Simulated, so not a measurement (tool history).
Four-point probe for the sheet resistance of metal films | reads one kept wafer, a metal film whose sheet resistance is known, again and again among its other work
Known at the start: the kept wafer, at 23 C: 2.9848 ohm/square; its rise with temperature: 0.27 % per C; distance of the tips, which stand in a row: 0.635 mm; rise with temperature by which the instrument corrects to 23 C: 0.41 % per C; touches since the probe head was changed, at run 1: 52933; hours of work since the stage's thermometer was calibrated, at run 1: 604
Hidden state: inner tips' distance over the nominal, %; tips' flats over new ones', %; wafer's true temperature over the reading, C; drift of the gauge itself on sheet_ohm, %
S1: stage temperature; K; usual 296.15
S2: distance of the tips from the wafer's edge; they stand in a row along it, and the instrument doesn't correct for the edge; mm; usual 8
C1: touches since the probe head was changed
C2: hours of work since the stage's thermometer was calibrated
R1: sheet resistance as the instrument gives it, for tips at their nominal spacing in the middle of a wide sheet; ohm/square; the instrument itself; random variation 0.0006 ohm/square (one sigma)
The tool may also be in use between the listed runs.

run,day,S1,S2,C1,C2,R1
1,0,296.15,8,52933,604,3.019231
2,1.629,296.15,8,54481,622,3.019538
3,3.775,296.15,8,56523,645,3.020649
4,6.571,306.15,8,59181,675,2.980831
5,8.067,296.15,8,60604,692,3.021012
6,10.721,296.15,4,63129,721,3.053193
7,11.908,296.15,4,64260,733,3.052536
8,14.292,296.15,4,66525,759,3.053115
9,16.733,300.15,8,68847,786,3.007257
10,19.371,296.15,8,71357,814,3.02435
11,20.912,296.15,8,72820,831,3.02504
12,23.692,296.15,8,75465,861,3.025667
13,24.938,307.15,4,76649,875,3.010982
# day 25.104: stage's thermometer calibrated
14,27.021,306.15,11,78611,21,2.982084
15,28.525,306.15,11,80041,37,2.981243
16,29.912,297.15,4,81360,52,3.052517
17,32.608,295.15,32,83925,81,3.022316
# day 33.083: stage's thermometer calibrated, once more
18,34.7,302.15,9,85893,18,2.999301
19,36.817,298.15,42,87908,41,3.007059
20,38.325,304.15,6,89340,57,3.002768
21,39.7,304.15,6,90650,72,3.003045
22,42.388,304.15,6,93206,101,3.003233
23,44.996,304.15,6,95684,129,3.003155

Forecast each of these 4 alternatives for the next run:
A,46.821,295.15,29,97420,149,?
B,46.821,299.15,42,97420,149,?
C,46.821,306.15,8,97420,149,?
D,46.821,304.15,3,97420,149,?

run,R1
A,3.022726
B,3.00622
C,2.987951
D,3.056858
Without the tool's hidden state the same runs would have given:
run,R1
A,2.989113
B,2.972783
C,2.954714
D,3.022914
